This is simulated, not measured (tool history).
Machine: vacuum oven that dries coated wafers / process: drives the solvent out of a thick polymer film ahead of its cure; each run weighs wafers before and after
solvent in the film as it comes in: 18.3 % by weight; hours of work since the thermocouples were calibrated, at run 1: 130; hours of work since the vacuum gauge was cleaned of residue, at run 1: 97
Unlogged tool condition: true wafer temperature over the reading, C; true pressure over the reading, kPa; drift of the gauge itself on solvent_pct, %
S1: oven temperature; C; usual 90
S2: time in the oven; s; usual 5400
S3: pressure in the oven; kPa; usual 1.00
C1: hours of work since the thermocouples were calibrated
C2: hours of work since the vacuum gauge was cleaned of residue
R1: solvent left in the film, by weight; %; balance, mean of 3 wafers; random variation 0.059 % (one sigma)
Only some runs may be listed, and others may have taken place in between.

run,hour,S1,S2,S3,C1,C2,R1
1,0.0,90,5400,1.00,130,97,3.20
2,14.7,90,5400,1.00,136,103,3.23
3,27.6,90,5400,1.00,141,108,3.08
4,46.0,90,5400,1.00,149,116,3.16
5,64.4,93,5400,1.00,157,124,2.53
6,82.8,93,5400,1.00,165,131,2.59
7,92.1,93,5400,1.00,168,135,2.60
8,105.8,90,5400,1.00,174,141,3.11
9,123.2,90,5400,1.00,182,148,3.13
10,142.5,90,5400,1.00,190,157,3.21
11,160.3,90,5400,1.00,197,164,3.13
12,174.9,90,5400,1.00,203,170,3.28
13,192.9,90,7200,0.94,211,178,2.26
14,205.5,90,7200,0.94,216,183,2.30
15,223.7,99,5160,1.19,224,191,1.92
16,238.9,89,7680,3.53,230,197,5.60
17,253.2,89,7680,3.53,236,203,5.58
18,265.4,89,7680,0.87,241,208,2.22
19,278.6,90,8640,0.66,247,214,1.55
20,294.8,77,2880,2.39,254,221,11.02
21,312.1,90,5400,0.92,261,228,3.19
22,322.7,90,6480,3.90,266,232,6.07
23,340.8,90,5580,3.90,273,240,6.59

Here are 3 independent what-if runs from the current tool condition. What would each one return?
A,357.1,88,3720,0.95,280,247,?
B,357.1,78,2940,0.88,280,247,?
C,357.1,91,3960,1.00,280,247,?

run,R1
A,5.23
B,9.17
C,4.32
Had the tool no hidden state, the same runs would have come out as:
run,R1
A,5.07
B,8.99
C,4.16
